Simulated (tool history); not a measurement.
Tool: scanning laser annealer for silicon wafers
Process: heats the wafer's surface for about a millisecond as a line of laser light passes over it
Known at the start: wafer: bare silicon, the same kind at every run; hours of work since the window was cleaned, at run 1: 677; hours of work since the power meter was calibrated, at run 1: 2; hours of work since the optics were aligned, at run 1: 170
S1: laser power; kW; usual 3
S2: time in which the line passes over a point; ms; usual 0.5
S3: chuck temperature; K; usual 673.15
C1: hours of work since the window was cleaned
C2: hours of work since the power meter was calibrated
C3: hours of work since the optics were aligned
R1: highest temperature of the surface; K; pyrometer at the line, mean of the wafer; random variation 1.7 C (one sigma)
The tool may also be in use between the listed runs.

| run | hour | S1 | S2 | S3 | C1 | C2 | C3 | R1 |
|---|---|---|---|---|---|---|---|---|
| 1 | 0 | 3 | 0.5 | 673.15 | 677 | 2 | 170 | 1381.15 |
| 2 | 6.1 | 2.735 | 0.5 | 673.15 | 682 | 6 | 174 | 1306.15 |
| 3 | 12.9 | 3 | 0.5 | 673.15 | 687 | 11 | 180 | 1381.15 |
| 4 | 20.6 | 3 | 0.398 | 673.15 | 693 | 17 | 185 | 1311.15 |
| 5 | 25 | 3 | 0.398 | 673.15 | 696 | 21 | 189 | 1312.15 |
|  | 28.9 | laser's power meter calibrated |
| 6 | 38 | 3 | 0.5 | 673.15 | 704 | 7 | 197 | 1384.15 |
| 7 | 42.5 | 3.228 | 0.575 | 692.15 | 708 | 11 | 200 | 1519.15 |
| 8 | 50.4 | 2.877 | 0.5 | 672.15 | 714 | 17 | 206 | 1347.15 |
| 9 | 55.3 | 2.658 | 0.5 | 641.15 | 718 | 20 | 210 | 1253.15 |
| 10 | 65.2 | 2.985 | 0.419 | 695.15 | 725 | 28 | 218 | 1344.15 |
| 11 | 74.4 | 3.06 | 0.368 | 642.15 | 732 | 35 | 225 | 1272.15 |

Forecast each of these 4 alternatives for the next run:
|  | 83.9 | laser's power meter calibrated, once more |
| A | 85 | 3.201 | 0.458 | 642.15 | 738 | 1 | 231 | ? |
|  | 83.9 | laser's power meter calibrated, once more |
| B | 85 | 2.611 | 0.37 | 691.15 | 738 | 1 | 231 | ? |
|  | 83.9 | laser's power meter calibrated, once more |
| C | 85 | 2.726 | 0.368 | 647.15 | 738 | 1 | 231 | ? |
|  | 83.9 | laser's power meter calibrated, once more |
| D | 85 | 3 | 0.439 | 673.15 | 738 | 1 | 231 | ? |

| run | R1 |
|---|---|
| A | 1372.15 |
| B | 1212.15 |
| C | 1193.15 |
| D | 1335.15 |
Without the tool's hidden state the same runs would have given:
| run | R1 |
|---|---|
| A | 1398.15 |
| B | 1230.15 |
| C | 1212.15 |
| D | 1358.15 |
